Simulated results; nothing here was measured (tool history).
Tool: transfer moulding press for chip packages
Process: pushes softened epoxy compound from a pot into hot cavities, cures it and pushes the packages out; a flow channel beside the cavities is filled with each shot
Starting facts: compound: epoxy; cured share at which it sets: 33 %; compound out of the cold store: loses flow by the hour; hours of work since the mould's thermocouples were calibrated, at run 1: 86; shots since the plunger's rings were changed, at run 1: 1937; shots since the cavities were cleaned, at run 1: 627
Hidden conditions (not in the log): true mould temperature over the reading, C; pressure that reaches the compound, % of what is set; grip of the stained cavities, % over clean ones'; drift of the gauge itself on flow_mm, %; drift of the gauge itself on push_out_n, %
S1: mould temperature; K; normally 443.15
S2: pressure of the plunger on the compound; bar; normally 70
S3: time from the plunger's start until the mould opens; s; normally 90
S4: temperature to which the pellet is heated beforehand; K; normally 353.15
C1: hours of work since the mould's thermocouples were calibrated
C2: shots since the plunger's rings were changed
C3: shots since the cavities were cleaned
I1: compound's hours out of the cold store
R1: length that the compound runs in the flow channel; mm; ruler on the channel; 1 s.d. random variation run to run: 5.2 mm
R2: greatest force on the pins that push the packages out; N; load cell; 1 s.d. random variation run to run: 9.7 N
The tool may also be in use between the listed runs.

Run 1, hour 0: usual settings; C1 86; C2 1937; C3 627; I1 42.4. Result: R1 705 mm, R2 786 N.
Run 2, hour 6.5: usual settings; C1 90; C2 2017; C3 707; I1 12.7. Result: R1 843 mm, R2 862 N.
Run 3, hour 17.2: usual settings; C1 96; C2 2149; C3 839; I1 27.3. Result: R1 766 mm, R2 906 N.
At hour 19.2: cavities cleaned with cleaning compound and waxed.
Run 4, hour 24.3: usual settings; C1 100; C2 2219; C3 63; I1 39.7. Result: R1 711 mm, R2 1074 N.
Run 5, hour 31.2: usual settings but S4 346.15 K; C1 104; C2 2304; C3 148; I1 23.8. Result: R1 787 mm, R2 1180 N.
Run 6, hour 38.8: usual settings but S4 346.15 K; C1 109; C2 2397; C3 241; I1 27. Result: R1 771 mm, R2 1123 N.
Run 7, hour 49.5: usual settings but S3 99 s, S4 346.15 K; C1 115; C2 2530; C3 374; I1 41.3. Result: R1 713 mm, R2 876 N.
At hour 51.9: cavities cleaned with cleaning compound and waxed, once more.
Run 8, hour 57.4: usual settings but S3 99 s, S4 346.15 K; C1 119; C2 2608; C3 68; I1 28.4. Result: R1 758 mm, R2 451 N.
Run 9, hour 67.9: usual settings but S3 99 s, S4 346.15 K; C1 125; C2 2738; C3 198; I1 32.6. Result: R1 747 mm, R2 543 N.
Run 10, hour 76: usual settings but S2 55 bar; C1 130; C2 2838; C3 298; I1 15. Result: R1 733 mm, R2 704 N.
Run 11, hour 84.5: usual settings; C1 136; C2 2944; C3 404; I1 22.5. Result: R1 782 mm, R2 739 N.
Run 12, hour 91.7: usual settings but S3 107 s; C1 140; C2 3031; C3 491; I1 34.5. Result: R1 727 mm, R2 590 N.
Run 13, hour 103.6: usual settings but S3 107 s; C1 147; C2 3179; C3 639; I1 41.9. Result: R1 697 mm, R2 657 N.
Run 14, hour 113.5: usual settings but S3 107 s; C1 153; C2 3301; C3 761; I1 8.3. Result: R1 841 mm, R2 700 N.

Run 15 comes next. What will it give?
At hour 122.1: cavities cleaned with cleaning compound and waxed.
Run 15, hour 122.6: usual settings but S1 438.15 K; C1 158; C2 3395; C3 7; I1 44.5. Result: R1 ?, R2 ?.

{"run 15": {"R1": 691, "R2": 621}}
Take away the tool's hidden state, keep the run-to-run variation as it was, and the same run would have given R1 725 mm, R2 590 N.
